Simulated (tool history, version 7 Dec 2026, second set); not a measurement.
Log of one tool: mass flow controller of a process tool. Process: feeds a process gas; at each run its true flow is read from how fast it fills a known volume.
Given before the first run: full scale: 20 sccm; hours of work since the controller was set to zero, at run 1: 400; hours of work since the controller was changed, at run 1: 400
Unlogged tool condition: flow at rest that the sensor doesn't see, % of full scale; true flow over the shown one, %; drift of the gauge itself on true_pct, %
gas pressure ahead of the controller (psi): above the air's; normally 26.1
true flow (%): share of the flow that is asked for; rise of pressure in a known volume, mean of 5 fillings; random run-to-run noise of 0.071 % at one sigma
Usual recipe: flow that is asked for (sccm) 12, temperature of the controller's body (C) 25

run	hour	flow that is asked for (sccm)	gas pressure ahead of the controller (psi)	temperature of the controller's body (C)	hours of work since the controller was set to zero	hours of work since the controller was changed	true flow (%)
1	0.0	12	26.1	25	400	400	99.71
2	113.7	12	28.1	25	445	445	99.88
3	293.4	12	28.1	25	515	515	99.85
4	421.1	9	28.1	25	566	566	99.81
5	522.9	12	40.3	25	606	606	100.41
6	627.3	12	26.1	25	647	647	99.69
7	755.3	5	26.1	25	697	697	99.83
8	900.6	12	26.1	25	754	754	99.83
9	997.2	2	33.2	32	792	792	101.23
10	1128.3	2	33.2	32	844	844	101.24
11	1240.1	2	33.2	32	888	888	101.44
12	1347.8	2	26.1	25	930	930	100.40
13	1426.7	9	23.1	25	961	961	100.00
14	1583.6	8	26.1	29	1023	1023	100.29
15	1718.4	12	30.5	23	1076	1076	100.16

Pick out some run-to-run changes in true flow (%). Of each, how much would a tool without hidden state show as well, from the settings, what came in and chance, and how much is left for the hidden state and any gauge scatter not in both results compared?
Run 8 -> 9: flow that is asked for (sccm) 12 -> 2, gas pressure ahead of the controller (psi) 26.1 -> 33.2, temperature of the controller's body (C) 25 -> 32. true flow (%) +1.40: hidden state +0.72, all else +0.68.

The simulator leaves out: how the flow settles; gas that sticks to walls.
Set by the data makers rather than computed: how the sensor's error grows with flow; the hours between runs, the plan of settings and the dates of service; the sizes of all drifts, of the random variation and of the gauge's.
